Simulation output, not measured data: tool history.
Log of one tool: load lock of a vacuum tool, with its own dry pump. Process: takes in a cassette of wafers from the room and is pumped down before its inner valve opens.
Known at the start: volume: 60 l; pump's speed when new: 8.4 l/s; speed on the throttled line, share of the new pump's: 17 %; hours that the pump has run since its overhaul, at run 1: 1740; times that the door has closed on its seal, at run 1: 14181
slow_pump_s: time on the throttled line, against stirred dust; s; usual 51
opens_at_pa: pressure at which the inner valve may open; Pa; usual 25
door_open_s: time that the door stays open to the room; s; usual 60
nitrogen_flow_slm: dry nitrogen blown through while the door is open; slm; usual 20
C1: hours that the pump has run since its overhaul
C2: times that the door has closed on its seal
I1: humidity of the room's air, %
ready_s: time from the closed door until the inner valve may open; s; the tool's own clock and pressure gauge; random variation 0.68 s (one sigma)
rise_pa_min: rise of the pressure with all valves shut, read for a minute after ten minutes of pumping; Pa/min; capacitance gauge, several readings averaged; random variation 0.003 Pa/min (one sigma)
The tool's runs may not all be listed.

{"run": 1, "hour": 0.0, "slow_pump_s": 51, "opens_at_pa": 25, "door_open_s": 60, "nitrogen_flow_slm": 20, "C1": 1740, "C2": 14181, "I1": 43.5, "ready_s": 102.4, "rise_pa_min": 0.062}
{"run": 2, "hour": 90.1, "slow_pump_s": 51, "opens_at_pa": 25, "door_open_s": 60, "nitrogen_flow_slm": 20, "C1": 1830, "C2": 14344, "I1": 44.3, "ready_s": 103.3, "rise_pa_min": 0.066}
{"run": 3, "hour": 179.0, "slow_pump_s": 51, "opens_at_pa": 25, "door_open_s": 60, "nitrogen_flow_slm": 20, "C1": 1919, "C2": 14506, "I1": 44.2, "ready_s": 103.3, "rise_pa_min": 0.062}
{"run": 4, "hour": 238.6, "slow_pump_s": 51, "opens_at_pa": 25, "door_open_s": 60, "nitrogen_flow_slm": 20, "C1": 1978, "C2": 14614, "I1": 42.6, "ready_s": 103.1, "rise_pa_min": 0.068}
{"run": 5, "hour": 306.8, "slow_pump_s": 51, "opens_at_pa": 25, "door_open_s": 60, "nitrogen_flow_slm": 20, "C1": 2047, "C2": 14738, "I1": 48.4, "ready_s": 103.9, "rise_pa_min": 0.073}
{"run": 6, "hour": 374.8, "slow_pump_s": 51, "opens_at_pa": 25, "door_open_s": 60, "nitrogen_flow_slm": 20, "C1": 2115, "C2": 14862, "I1": 47.0, "ready_s": 103.3, "rise_pa_min": 0.069}
{"run": 7, "hour": 418.2, "slow_pump_s": 51, "opens_at_pa": 25, "door_open_s": 60, "nitrogen_flow_slm": 20, "C1": 2158, "C2": 14941, "I1": 44.4, "ready_s": 104.3, "rise_pa_min": 0.063}
{"run": 8, "hour": 516.0, "slow_pump_s": 51, "opens_at_pa": 25, "door_open_s": 60, "nitrogen_flow_slm": 20, "C1": 2256, "C2": 15118, "I1": 44.9, "ready_s": 102.9, "rise_pa_min": 0.067}
{"run": 9, "hour": 584.6, "slow_pump_s": 51, "opens_at_pa": 25, "door_open_s": 60, "nitrogen_flow_slm": 20, "C1": 2324, "C2": 15243, "I1": 44.9, "ready_s": 103.0, "rise_pa_min": 0.063}
{"run": 10, "hour": 652.7, "slow_pump_s": 51, "opens_at_pa": 25, "door_open_s": 60, "nitrogen_flow_slm": 20, "C1": 2393, "C2": 15367, "I1": 44.7, "ready_s": 104.5, "rise_pa_min": 0.075}
{"run": 11, "hour": 729.7, "slow_pump_s": 51, "opens_at_pa": 25, "door_open_s": 60, "nitrogen_flow_slm": 20, "C1": 2470, "C2": 15507, "I1": 46.8, "ready_s": 103.3, "rise_pa_min": 0.069}
{"run": 12, "hour": 826.9, "slow_pump_s": 51, "opens_at_pa": 27, "door_open_s": 60, "nitrogen_flow_slm": 20, "C1": 2567, "C2": 15683, "I1": 45.6, "ready_s": 103.4, "rise_pa_min": 0.072}
{"run": 13, "hour": 867.9, "slow_pump_s": 51, "opens_at_pa": 27, "door_open_s": 60, "nitrogen_flow_slm": 20, "C1": 2608, "C2": 15758, "I1": 43.3, "ready_s": 103.3, "rise_pa_min": 0.067}
{"run": 14, "hour": 962.4, "slow_pump_s": 51, "opens_at_pa": 25, "door_open_s": 60, "nitrogen_flow_slm": 4, "C1": 2702, "C2": 15929, "I1": 42.8, "ready_s": 103.8, "rise_pa_min": 0.098}
{"run": 15, "hour": 1049.6, "slow_pump_s": 51, "opens_at_pa": 25, "door_open_s": 60, "nitrogen_flow_slm": 4, "C1": 2789, "C2": 16088, "I1": 49.0, "ready_s": 103.2, "rise_pa_min": 0.104}
{"run": 16, "hour": 1096.0, "slow_pump_s": 51, "opens_at_pa": 25, "door_open_s": 60, "nitrogen_flow_slm": 4, "C1": 2836, "C2": 16172, "I1": 46.4, "ready_s": 102.5, "rise_pa_min": 0.101}
{"run": 17, "hour": 1149.3, "slow_pump_s": 51, "opens_at_pa": 25, "door_open_s": 60, "nitrogen_flow_slm": 4, "C1": 2889, "C2": 16269, "I1": 42.8, "ready_s": 103.1, "rise_pa_min": 0.094}
{"run": 18, "hour": 1192.2, "slow_pump_s": 51, "opens_at_pa": 25, "door_open_s": 49, "nitrogen_flow_slm": 20, "C1": 2932, "C2": 16347, "I1": 44.1, "ready_s": 102.8, "rise_pa_min": 0.067}
{"run": 19, "hour": 1238.2, "slow_pump_s": 51, "opens_at_pa": 25, "door_open_s": 49, "nitrogen_flow_slm": 20, "C1": 2978, "C2": 16431, "I1": 45.1, "ready_s": 102.6, "rise_pa_min": 0.072}
{"run": 20, "hour": 1308.5, "slow_pump_s": 51, "opens_at_pa": 30, "door_open_s": 85, "nitrogen_flow_slm": 20, "C1": 3048, "C2": 16558, "I1": 45.8, "ready_s": 101.8, "rise_pa_min": 0.079}
{"run": 21, "hour": 1358.8, "slow_pump_s": 51, "opens_at_pa": 27, "door_open_s": 41, "nitrogen_flow_slm": 23, "C1": 3099, "C2": 16650, "I1": 46.0, "ready_s": 102.7, "rise_pa_min": 0.071}
{"run": 22, "hour": 1430.6, "slow_pump_s": 51, "opens_at_pa": 21, "door_open_s": 60, "nitrogen_flow_slm": 7, "C1": 3170, "C2": 16780, "I1": 44.3, "ready_s": 105.3, "rise_pa_min": 0.087}
{"run": 23, "hour": 1470.7, "slow_pump_s": 82, "opens_at_pa": 25, "door_open_s": 60, "nitrogen_flow_slm": 25, "C1": 3211, "C2": 16853, "I1": 47.7, "ready_s": 128.4, "rise_pa_min": 0.073}
{"run": 24, "hour": 1559.2, "slow_pump_s": 82, "opens_at_pa": 25, "door_open_s": 60, "nitrogen_flow_slm": 25, "C1": 3299, "C2": 17014, "I1": 42.2, "ready_s": 129.6, "rise_pa_min": 0.075}
{"run": 25, "hour": 1643.0, "slow_pump_s": 82, "opens_at_pa": 25, "door_open_s": 168, "nitrogen_flow_slm": 7, "C1": 3383, "C2": 17166, "I1": 48.4, "ready_s": 128.9, "rise_pa_min": 0.113}
{"run": 26, "hour": 1732.8, "slow_pump_s": 82, "opens_at_pa": 25, "door_open_s": 168, "nitrogen_flow_slm": 7, "C1": 3473, "C2": 17329, "I1": 45.9, "ready_s": 127.4, "rise_pa_min": 0.11}
{"run": 27, "hour": 1803.1, "slow_pump_s": 82, "opens_at_pa": 25, "door_open_s": 168, "nitrogen_flow_slm": 7, "C1": 3543, "C2": 17457, "I1": 44.7, "ready_s": 130.0, "rise_pa_min": 0.106}
{"run": 28, "hour": 1898.6, "slow_pump_s": 82, "opens_at_pa": 25, "door_open_s": 168, "nitrogen_flow_slm": 7, "C1": 3639, "C2": 17631, "I1": 45.6, "ready_s": 130.8, "rise_pa_min": 0.11}
{"run": 29, "hour": 1951.8, "slow_pump_s": 51, "opens_at_pa": 43, "door_open_s": 60, "nitrogen_flow_slm": 6, "C1": 3692, "C2": 17727, "I1": 41.1, "ready_s": 98.8, "rise_pa_min": 0.095}
{"run": 30, "hour": 2016.4, "slow_pump_s": 51, "opens_at_pa": 25, "door_open_s": 77, "nitrogen_flow_slm": 13, "C1": 3756, "C2": 17845, "I1": 44.9, "ready_s": 104.3, "rise_pa_min": 0.088}
{"run": 31, "hour": 2067.5, "slow_pump_s": 51, "opens_at_pa": 25, "door_open_s": 77, "nitrogen_flow_slm": 13, "C1": 3807, "C2": 17938, "I1": 46.5, "ready_s": 103.1, "rise_pa_min": 0.094}
{"run": 32, "hour": 2147.6, "slow_pump_s": 47, "opens_at_pa": 41, "door_open_s": 44, "nitrogen_flow_slm": 8, "C1": 3887, "C2": 18083, "I1": 46.0, "ready_s": 96.9, "rise_pa_min": 0.093}
{"run": 33, "hour": 2211.5, "slow_pump_s": 47, "opens_at_pa": 41, "door_open_s": 44, "nitrogen_flow_slm": 8, "C1": 3951, "C2": 18199, "I1": 46.4, "ready_s": 97.6, "rise_pa_min": 0.088}
{"run": 34, "hour": 2266.6, "slow_pump_s": 47, "opens_at_pa": 41, "door_open_s": 44, "nitrogen_flow_slm": 8, "C1": 4007, "C2": 18299, "I1": 43.9, "ready_s": 97.5, "rise_pa_min": 0.093}
{"run": 35, "hour": 2359.0, "slow_pump_s": 51, "opens_at_pa": 25, "door_open_s": 26, "nitrogen_flow_slm": 18, "C1": 4099, "C2": 18467, "I1": 45.4, "ready_s": 103.1, "rise_pa_min": 0.082}
{"run": 36, "hour": 2432.1, "slow_pump_s": 81, "opens_at_pa": 35, "door_open_s": 35, "nitrogen_flow_slm": 10, "C1": 4172, "C2": 18600, "I1": 44.7, "ready_s": 124.9, "rise_pa_min": 0.091}

The same runs without the tool's hidden state, with the same run-to-run variation:
The hidden state here: pump's speed, % of a new pump's; leak at the door's seal, Pa l/s; drift of the gauge itself on ready_s, %; drift of the gauge itself on rise_pa_min, %.
run=1 ready_s=101.3 rise_pa_min=0.021
run=2 ready_s=102.1 rise_pa_min=0.024
run=3 ready_s=102.1 rise_pa_min=0.020
run=4 ready_s=101.8 rise_pa_min=0.025
run=5 ready_s=102.6 rise_pa_min=0.029
run=6 ready_s=101.9 rise_pa_min=0.025
run=7 ready_s=102.9 rise_pa_min=0.019
run=8 ready_s=101.4 rise_pa_min=0.022
run=9 ready_s=101.5 rise_pa_min=0.018
run=10 ready_s=103.0 rise_pa_min=0.029
run=11 ready_s=101.7 rise_pa_min=0.022
run=12 ready_s=101.8 rise_pa_min=0.023
run=13 ready_s=101.7 rise_pa_min=0.019
run=14 ready_s=102.1 rise_pa_min=0.049
run=15 ready_s=101.2 rise_pa_min=0.054
run=16 ready_s=100.6 rise_pa_min=0.052
run=17 ready_s=101.3 rise_pa_min=0.045
run=18 ready_s=100.9 rise_pa_min=0.017
run=19 ready_s=100.7 rise_pa_min=0.021
run=20 ready_s=99.9 rise_pa_min=0.027
run=21 ready_s=100.7 rise_pa_min=0.019
run=22 ready_s=103.0 rise_pa_min=0.035
run=23 ready_s=126.6 rise_pa_min=0.020
run=24 ready_s=127.6 rise_pa_min=0.022
run=25 ready_s=127.0 rise_pa_min=0.058
run=26 ready_s=125.4 rise_pa_min=0.055
run=27 ready_s=127.9 rise_pa_min=0.050
run=28 ready_s=128.7 rise_pa_min=0.053
run=29 ready_s=96.6 rise_pa_min=0.038
run=30 ready_s=101.8 rise_pa_min=0.032
run=31 ready_s=100.7 rise_pa_min=0.036
run=32 ready_s=94.5 rise_pa_min=0.035
run=33 ready_s=95.2 rise_pa_min=0.029
run=34 ready_s=95.0 rise_pa_min=0.036
run=35 ready_s=100.5 rise_pa_min=0.022
run=36 ready_s=122.6 rise_pa_min=0.031
